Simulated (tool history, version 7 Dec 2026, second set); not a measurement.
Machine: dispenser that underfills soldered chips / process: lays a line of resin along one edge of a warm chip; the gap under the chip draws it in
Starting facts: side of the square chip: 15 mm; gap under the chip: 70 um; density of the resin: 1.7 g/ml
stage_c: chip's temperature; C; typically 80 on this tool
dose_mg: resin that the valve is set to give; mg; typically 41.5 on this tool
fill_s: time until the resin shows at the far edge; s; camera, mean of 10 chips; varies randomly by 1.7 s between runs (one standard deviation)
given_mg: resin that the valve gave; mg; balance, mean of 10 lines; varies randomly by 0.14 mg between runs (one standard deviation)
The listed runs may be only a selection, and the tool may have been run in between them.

run 1 hour=0.0 | stage_c=80 dose_mg=41.5 | fill_s=168.4 given_mg=38.51
-- hour=6.6 dispensing valve cleaned and set on the balance
run 2 hour=6.9 | stage_c=80 dose_mg=41.5 | fill_s=237.8 given_mg=41.58
-- hour=12.5 new syringe of resin
run 3 hour=13.2 | stage_c=87 dose_mg=41.5 | fill_s=116.5 given_mg=41.52
run 4 hour=18.9 | stage_c=87 dose_mg=41.5 | fill_s=162.0 given_mg=41.19
run 5 hour=24.2 | stage_c=80 dose_mg=41.5 | fill_s=311.8 given_mg=41.08
-- hour=25.7 new syringe of resin
run 6 hour=29.2 | stage_c=80 dose_mg=41.5 | fill_s=182.2 given_mg=41.34
run 7 hour=33.8 | stage_c=80 dose_mg=41.5 | fill_s=242.3 given_mg=40.96
-- hour=38.4 new syringe of resin
run 8 hour=38.4 | stage_c=80 dose_mg=54.0 | fill_s=148.7 given_mg=53.37
run 9 hour=46.3 | stage_c=80 dose_mg=54.0 | fill_s=239.2 given_mg=53.26
-- hour=51.1 new syringe of resin
run 10 hour=53.4 | stage_c=80 dose_mg=54.0 | fill_s=170.9 given_mg=52.61
run 11 hour=62.8 | stage_c=81 dose_mg=54.0 | fill_s=279.5 given_mg=52.47
-- hour=64.3 new syringe of resin
run 12 hour=67.7 | stage_c=81 dose_mg=54.0 | fill_s=174.0 given_mg=52.40
run 13 hour=76.4 | stage_c=81 dose_mg=49.6 | fill_s=289.3 given_mg=47.82
-- hour=77.3 new syringe of resin
run 14 hour=81.2 | stage_c=81 dose_mg=49.6 | fill_s=175.9 given_mg=48.02
run 15 hour=86.7 | stage_c=81 dose_mg=49.6 | fill_s=244.4 given_mg=47.70
-- hour=90.4 new syringe of resin
run 16 hour=95.2 | stage_c=80 dose_mg=41.5 | fill_s=197.5 given_mg=39.95
run 17 hour=102.3 | stage_c=80 dose_mg=41.5 | fill_s=304.6 given_mg=39.62
-- hour=103.2 new syringe of resin
run 18 hour=107.4 | stage_c=75 dose_mg=41.5 | fill_s=240.4 given_mg=39.34
run 19 hour=111.6 | stage_c=80 dose_mg=44.2 | fill_s=242.2 given_mg=42.07
-- hour=116.0 new syringe of resin
run 20 hour=118.9 | stage_c=80 dose_mg=44.2 | fill_s=174.6 given_mg=42.01
run 21 hour=126.5 | stage_c=80 dose_mg=44.2 | fill_s=276.7 given_mg=41.77
-- hour=129.0 new syringe of resin
run 22 hour=132.0 | stage_c=84 dose_mg=41.5 | fill_s=144.0 given_mg=39.07
run 23 hour=137.9 | stage_c=84 dose_mg=41.5 | fill_s=205.7 given_mg=38.87
-- hour=142.4 new syringe of resin
run 24 hour=146.6 | stage_c=66 dose_mg=41.5 | fill_s=363.5 given_mg=39.09
run 25 hour=153.8 | stage_c=66 dose_mg=41.5 | fill_s=556.1 given_mg=38.90
-- hour=155.2 new syringe of resin
run 26 hour=161.3 | stage_c=71 dose_mg=41.2 | fill_s=317.3 given_mg=38.33
-- hour=163.6 dispensing valve cleaned and set on the balance
-- hour=169.0 new syringe of resin
run 27 hour=169.0 | stage_c=72 dose_mg=50.7 | fill_s=209.8 given_mg=50.17
run 28 hour=174.9 | stage_c=84 dose_mg=45.6 | fill_s=175.7 given_mg=45.02
run 29 hour=180.5 | stage_c=94 dose_mg=38.2 | fill_s=161.2 given_mg=37.81
-- hour=182.2 new syringe of resin
run 30 hour=185.3 | stage_c=94 dose_mg=38.2 | fill_s=98.1 given_mg=37.50
run 31 hour=189.6 | stage_c=94 dose_mg=38.2 | fill_s=124.2 given_mg=37.46
-- hour=195.1 new syringe of resin
run 32 hour=198.3 | stage_c=94 dose_mg=38.2 | fill_s=97.6 given_mg=37.30
run 33 hour=205.5 | stage_c=95 dose_mg=44.0 | fill_s=140.0 given_mg=42.80
-- hour=207.9 new syringe of resin
-- hour=210.6 stage's temperature calibrated
run 34 hour=211.4 | stage_c=67 dose_mg=36.3 | fill_s=364.2 given_mg=35.25
run 35 hour=218.8 | stage_c=67 dose_mg=36.3 | fill_s=570.0 given_mg=35.28

Here are 3 independent what-if runs from the current tool condition. What would each one return?
-- hour=221.6 new syringe of resin
run A hour=226.4 | stage_c=77 dose_mg=53.3 | fill_s=? given_mg=?
-- hour=221.6 new syringe of resin
run B hour=226.4 | stage_c=88 dose_mg=44.1 | fill_s=? given_mg=?
-- hour=221.6 new syringe of resin
run C hour=226.4 | stage_c=76 dose_mg=44.5 | fill_s=? given_mg=?

run=A fill_s=252.9 given_mg=51.67
run=B fill_s=154.3 given_mg=42.55
run=C fill_s=265.9 given_mg=42.87
With no hidden state in the tool, these same runs would have given:
run=A fill_s=187.9 given_mg=53.48
run=B fill_s=114.0 given_mg=44.04
run=C fill_s=197.0 given_mg=44.37
